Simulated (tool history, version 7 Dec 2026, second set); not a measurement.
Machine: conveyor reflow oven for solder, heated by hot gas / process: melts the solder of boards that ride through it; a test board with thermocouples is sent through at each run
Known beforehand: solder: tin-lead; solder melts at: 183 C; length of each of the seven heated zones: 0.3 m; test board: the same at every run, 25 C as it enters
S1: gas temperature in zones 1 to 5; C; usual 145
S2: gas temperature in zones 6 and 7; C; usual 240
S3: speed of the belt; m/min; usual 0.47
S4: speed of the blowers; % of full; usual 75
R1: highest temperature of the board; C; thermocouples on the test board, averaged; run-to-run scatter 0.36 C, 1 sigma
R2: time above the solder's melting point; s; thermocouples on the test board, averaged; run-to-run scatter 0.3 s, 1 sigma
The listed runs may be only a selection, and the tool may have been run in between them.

run,day,S1,S2,S3,S4,R1,R2
1,0,145,240,0.47,75,221.1,62.2
2,0.379,145,240,0.47,75,221,62.5
3,0.65,145,240,0.47,75,220.8,61.8
4,1.192,145,240,0.472,75,221.1,61
5,1.738,145,240,0.472,75,220.9,61.5
6,2.129,145,240,0.472,75,220.7,61.4
7,2.608,145,250,0.472,75,229.1,67
8,2.925,145,250,0.472,75,228.4,67.5
9,3.371,145,240,0.47,75,220.6,61.2
10,3.717,145,240,0.47,75,221.4,62.1
11,4.225,140,240,0.47,75,219.5,58.9
# day 4.467: flux residue cleaned out of gas plates and filters
12,4.717,140,240,0.47,75,217.2,56.4
13,5.25,145,236,0.47,75,214.6,56.8
14,5.725,145,240,0.47,75,218.2,59
15,5.988,145,240,0.47,75,218,58.1
16,6.412,145,240,0.56,75,210.7,42.6
17,6.767,145,240,0.47,62,213.3,54.6
18,7.062,150,230,0.484,73,209.8,51.9
# day 7.467: flux residue cleaned out of gas plates and filters, once more
19,7.679,150,230,0.508,53,205.8,43.7
20,8.083,160,251,0.462,84,239.3,79.3
21,8.338,160,251,0.462,84,238.9,79.4
22,8.717,160,243,0.462,61,225.5,72.5
23,8.942,145,248,0.47,75,230.6,68.4
24,9.179,143,248,0.47,75,229.8,67
25,9.475,143,248,0.47,75,229.7,66.8
26,9.904,143,248,0.47,75,229.6,66.9
27,10.242,143,248,0.453,66,228,68.6
28,10.729,143,248,0.453,66,228.1,68.3
29,11.104,138,240,0.47,75,222.3,60.4
30,11.508,138,240,0.47,75,221.6,60.4
31,11.829,145,252,0.47,75,233.6,69.8

Here are 4 independent what-if runs from the current tool condition. What would each one return?
A,12.117,146,252,0.47,51,?,?
B,12.117,154,238,0.506,75,?,?
C,12.117,130,240,0.47,78,?,?
D,12.117,154,240,0.47,75,?,?

run,R1,R2
A,223.3,63.5
B,221.6,61.8
C,221.1,57.6
D,225.5,68.8
What these runs would have given with no unlogged condition in the tool:
run,R1,R2
A,221.7,62.2
B,220,60.8
C,219.5,56.5
D,223.8,67.7
